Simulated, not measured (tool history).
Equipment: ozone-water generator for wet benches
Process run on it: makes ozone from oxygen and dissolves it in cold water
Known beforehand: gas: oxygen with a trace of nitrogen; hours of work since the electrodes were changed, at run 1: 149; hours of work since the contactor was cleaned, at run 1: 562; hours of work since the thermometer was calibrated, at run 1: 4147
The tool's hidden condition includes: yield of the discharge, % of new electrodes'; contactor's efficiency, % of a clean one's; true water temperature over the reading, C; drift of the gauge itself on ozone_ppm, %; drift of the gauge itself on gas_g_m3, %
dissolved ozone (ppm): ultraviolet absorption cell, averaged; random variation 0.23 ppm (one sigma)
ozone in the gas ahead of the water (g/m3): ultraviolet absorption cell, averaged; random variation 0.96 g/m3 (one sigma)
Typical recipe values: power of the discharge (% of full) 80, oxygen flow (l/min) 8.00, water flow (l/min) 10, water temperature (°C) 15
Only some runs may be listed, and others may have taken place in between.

run   hour  power of the discharge (% of full)  oxygen flow (l/min)  water flow (l/min)  water temperature (°C)  hours of work since the electrodes were changed  hours of work since the contactor was cleaned  hours of work since the thermometer was calibrated  dissolved ozone (ppm)  ozone in the gas ahead of the water (g/m3)
  1    0.0                                  80                 8.00                  10                      15                                              149                                            562                                                4147                   33.7                                       162.9
  2   29.3                                  80                 8.00                  10                      15                                              171                                            583                                                4169                   34.0                                       162.4
  3   50.7                                  80                 8.00                  10                      15                                              187                                            599                                                4184                   33.7                                       162.8
  4   69.9                                  80                 8.00                  10                      15                                              201                                            613                                                4199                   34.1                                       162.0
  5  105.3                                  80                 8.00                  10                      15                                              228                                            640                                                4225                   33.9                                       164.2
  6  139.1                                  80                 8.00                  10                      15                                              253                                            665                                                4250                   34.1                                       164.6
  7  164.4                                  80                 8.00                  10                      15                                              271                                            683                                                4269                   33.6                                       163.8
  8  188.1                                  80                 8.00                  10                      15                                              289                                            701                                                4286                   33.7                                       163.0
  9  214.9                                  80                 8.00                  10                      15                                              309                                            721                                                4306                   33.5                                       161.2
 10  240.0                                  80                 8.00                  10                      15                                              327                                            740                                                4325                   33.6                                       164.0
 11  270.3                                  80                 8.00                  10                      15                                              350                                            762                                                4347                   33.9                                       162.7
 12  288.2                                  80                 8.00                  10                      15                                              363                                            775                                                4361                   33.7                                       162.2
 13  315.4                                  80                 8.00                  10                      15                                              383                                            795                                                4381                   33.9                                       163.0
 14  349.1                                  80                 8.00                   8                      15                                              408                                            820                                                4406                   37.0                                       163.2
 15  379.9                                  80                 8.00                   8                      15                                              431                                            843                                                4429                   36.8                                       164.2
 16  416.5                                  80                 8.00                   8                      15                                              458                                            870                                                4456                   36.9                                       162.1
 17  436.9                                  80                 5.48                  10                       8                                              473                                            885                                                4471                   43.2                                       208.8
 18  474.1                                  57                 5.48                  10                       8                                              501                                            913                                                4498                   31.8                                       156.5
 19  492.3                                  57                 8.80                  10                       8                                              514                                            927                                                4512                   28.2                                       113.5
     498.5  -- contactor cleaned
 20  522.8                                  80                 4.29                  10                      14                                              534                                             18                                                4532                   41.2                                       243.1
 21  548.2                                  80                 4.29                  10                      14                                              553                                             37                                                4550                   40.5                                       245.0
 22  572.1                                  80                 4.29                  10                      10                                              571                                             55                                                4568                   44.0                                       246.9
 23  590.1                                  53                 9.93                   7                       8                                              584                                             68                                                4581                   29.0                                        99.0
 24  623.7                                  48                 9.93                  13                       8                                              609                                             93                                                4606                   20.5                                        89.9
     646.1  -- contactor cleaned, once more
 25  647.6                                  48                 9.93                  13                       8                                              624                                              1                                                4621                   20.8                                        91.4
 26  665.7                                  48                 9.93                  13                       8                                              637                                             15                                                4635                   20.9                                        90.8
 27  705.5                                  48                 9.93                  13                       8                                              667                                             44                                                4664                   20.6                                        90.2
 28  740.0                                  48                 9.93                  14                       8                                              692                                             70                                                4690                   20.0                                        90.0
 29  770.6                                  63                 8.00                   7                      15                                              715                                             92                                                4712                   31.1                                       131.8
 30  790.5                                  63                 8.00                   7                      15                                              730                                            107                                                4727                   31.4                                       131.3
 31  827.8                                  80                 8.00                  10                      10                                              757                                            135                                                4755                   37.8                                       161.6
 32  845.9                                  80                 4.36                   7                      16                                              771                                            148                                                4768                   46.9                                       239.8

Below are 4 alternative next runs, each starting from the tool's condition after run 32. Predict each:
  A  876.8                                  67                 6.27                  10                       7                                              794                                            171                                                4791                      ?                                           ?
  B  876.8                                  62                 6.39                  10                       9                                              794                                            171                                                4791                      ?                                           ?
  C  876.8                                  80                 4.82                  12                       9                                              794                                            171                                                4791                      ?                                           ?
  D  876.8                                  80                 4.36                   6                      14                                              794                                            171                                                4791                      ?                                           ?

run  dissolved ozone (ppm)  ozone in the gas ahead of the water (g/m3)
  A                   36.9                                       162.6
  B                   32.6                                       150.3
  C                   39.4                                       226.7
  D                   52.6                                       242.2
Had the tool no hidden state, the same runs would have come out as:
run  dissolved ozone (ppm)  ozone in the gas ahead of the water (g/m3)
  A                   37.4                                       164.9
  B                   33.1                                       152.2
  C                   40.1                                       230.4
  D                   53.4                                       246.1
